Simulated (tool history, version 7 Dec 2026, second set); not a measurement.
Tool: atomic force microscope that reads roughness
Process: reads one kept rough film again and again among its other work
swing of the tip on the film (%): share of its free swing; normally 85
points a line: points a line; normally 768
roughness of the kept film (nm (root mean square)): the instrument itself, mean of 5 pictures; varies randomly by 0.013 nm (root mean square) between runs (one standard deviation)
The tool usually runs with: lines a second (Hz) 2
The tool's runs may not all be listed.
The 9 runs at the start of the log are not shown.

run   hour  lines a second (Hz)  swing of the tip on the film (%)  points a line  pictures with this tip  hours of work since the height scale was calibrated  roughness of the kept film (nm (root mean square))
 10  323.4                 2.14                                85            768                      78                                                  993                                               3.028
 11  370.5                 2.14                                85            768                     118                                                 1015                                               3.016
 12    410                 0.57                                85            768                     152                                                 1034                                               3.346
 13  453.2                 1.16                                85            768                     189                                                 1055                                                3.18
 14  497.5                 1.16                                85            768                     228                                                 1076                                               3.173
 15  527.5                    2                                85            768                     253                                                 1090                                                2.98
 16  579.6                    2                                85            768                     298                                                 1115                                               2.966
 17  602.3                    2                                85            768                     318                                                 1126                                               2.966
 18  625.7                    2                                69            768                     338                                                 1137                                               3.163
 19  678.4                    2                                85            660                     383                                                 1162                                               2.951
     682.7  -- new tip fitted
 20  731.1                    2                                85            660                      41                                                 1187                                               3.076
 21  757.5                    2                                85            660                      64                                                 1199                                               3.065
 22  794.9                 2.47                                85            495                      96                                                 1217                                               2.959
 23  819.4                  1.6                                67            572                     117                                                 1229                                               3.325
 24    859                 1.01                                60            804                     151                                                 1247                                               3.434

What will run 25 give?
 25  912.2                 1.01                                60            804                     197                                                 1273                                                   ?

{"run 25": {"roughness of the kept film (nm (root mean square))": 3.41}}
Without the tool's hidden state the same run would have given roughness of the kept film (nm (root mean square)) 3.438.

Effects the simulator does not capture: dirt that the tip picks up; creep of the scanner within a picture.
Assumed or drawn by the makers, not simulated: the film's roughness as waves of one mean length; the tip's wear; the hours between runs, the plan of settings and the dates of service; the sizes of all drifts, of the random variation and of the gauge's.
